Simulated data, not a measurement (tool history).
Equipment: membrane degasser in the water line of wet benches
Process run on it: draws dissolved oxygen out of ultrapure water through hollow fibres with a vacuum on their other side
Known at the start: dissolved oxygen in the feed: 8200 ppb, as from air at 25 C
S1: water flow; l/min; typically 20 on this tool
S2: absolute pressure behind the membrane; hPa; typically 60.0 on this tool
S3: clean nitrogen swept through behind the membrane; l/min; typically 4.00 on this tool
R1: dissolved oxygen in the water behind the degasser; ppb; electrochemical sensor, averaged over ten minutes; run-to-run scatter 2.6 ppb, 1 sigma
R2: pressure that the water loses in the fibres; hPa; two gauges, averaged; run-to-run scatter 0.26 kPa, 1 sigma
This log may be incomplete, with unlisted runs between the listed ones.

run    hour  S1     S2     S3     R1     R2
  1     0.0  20   60.0   4.00  258.0  689.8
  2    50.8  16   60.0   4.00  152.9  554.7
  3   114.0  16   60.0   4.00  153.4  558.5
  4   181.3  20   40.6   4.00  244.4  699.6
  5   225.9  20   60.0   4.00  259.5  691.0
  6   284.2  20   60.0   4.00  262.6  688.9
  7   349.2  20   60.0   4.00  255.7  690.5
  8   405.0  20   60.0   4.00  262.0  694.3
  9   438.8  20   60.0   4.00  263.7  692.6
 10   499.7  20   60.0   4.00  259.7  697.3
 11   565.3  20   60.0   7.27  245.8  693.5
 12   631.7  20   60.0   7.27  249.1  693.4
 13   687.1  20   47.3   4.00  247.0  694.3
 14   732.1  20   47.3   4.00  244.8  692.5
 15   794.9  20   47.3   4.00  247.3  694.9
 16   839.2  20   47.3   6.69  234.9  693.7
 17   905.2  20   47.3   6.69  238.2  691.5
 18   948.1  20  125.4   4.00  334.5  699.0
 19  1004.3  17   46.1  10.81  156.3  590.7
     1011.0  -- vacuum gauge calibrated
 20  1054.6  15   46.1   4.75  118.6  523.4
 21  1084.7  13   46.1   4.75   80.4  450.8
 22  1151.4  18   88.7   2.30  284.1  619.1
 23  1181.6  18   88.7   2.30  285.0  630.0

Predict the results of run 24:
 24  1250.5  31  118.2  4.00   ?   ?

{"run 24": {"R1": 725.0, "R2": 1074.8}}
With the hidden condition absent and the run-to-run variation left alone, this run would have shown R1 710.7 ppb, R2 1068.9 hPa.

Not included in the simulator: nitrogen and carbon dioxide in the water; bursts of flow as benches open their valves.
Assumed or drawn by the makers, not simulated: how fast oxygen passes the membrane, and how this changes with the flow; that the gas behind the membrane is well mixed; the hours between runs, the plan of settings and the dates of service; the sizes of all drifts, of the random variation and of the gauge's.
